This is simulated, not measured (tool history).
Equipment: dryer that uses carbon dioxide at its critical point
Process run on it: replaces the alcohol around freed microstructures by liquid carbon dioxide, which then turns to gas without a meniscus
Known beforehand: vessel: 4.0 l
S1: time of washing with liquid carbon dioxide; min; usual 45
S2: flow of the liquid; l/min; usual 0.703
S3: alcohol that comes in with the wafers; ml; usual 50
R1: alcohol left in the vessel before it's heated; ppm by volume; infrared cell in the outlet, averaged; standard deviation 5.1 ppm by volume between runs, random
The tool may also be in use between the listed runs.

| run | day | S1 | S2 | S3 | R1 |
|---|---|---|---|---|---|
| 1 | 0 | 45 | 0.703 | 50 | 85 |
| 2 | 0.654 | 45 | 0.571 | 50 | 200 |
| 3 | 1.412 | 45 | 0.571 | 50 | 204 |
| 4 | 2.171 | 45 | 0.703 | 20 | 49 |
| 5 | 3.104 | 45 | 0.703 | 30 | 63 |
| 6 | 4.038 | 30 | 0.703 | 50 | 421 |
| 7 | 4.912 | 30 | 0.703 | 50 | 426 |
| 8 | 5.342 | 30 | 0.703 | 50 | 409 |
| 9 | 6.171 | 30 | 0.703 | 50 | 462 |
| 10 | 6.754 | 71 | 0.703 | 25 | 39 |
| 11 | 7.662 | 43 | 0.534 | 25 | 198 |
| 12 | 8.504 | 43 | 0.534 | 25 | 195 |
| 13 | 9.258 | 47 | 0.535 | 45 | 242 |
| 14 | 10.017 | 49 | 1.011 | 78 | 40 |

4 options for the next run, each taken on its own from the tool as it stands now. Forecast them:
| A | 10.917 | 45 | 1.008 | 22 | ? |
| B | 10.917 | 42 | 0.816 | 42 | ? |
| C | 10.917 | 44 | 0.567 | 24 | ? |
| D | 10.917 | 32 | 0.738 | 79 | ? |

| run | R1 |
|---|---|
| A | 48 |
| B | 95 |
| C | 161 |
| D | 522 |
Take away the tool's hidden state, keep each run's random variation, and the runs would have read:
| run | R1 |
|---|---|
| A | 10 |
| B | 34 |
| C | 75 |
| D | 295 |

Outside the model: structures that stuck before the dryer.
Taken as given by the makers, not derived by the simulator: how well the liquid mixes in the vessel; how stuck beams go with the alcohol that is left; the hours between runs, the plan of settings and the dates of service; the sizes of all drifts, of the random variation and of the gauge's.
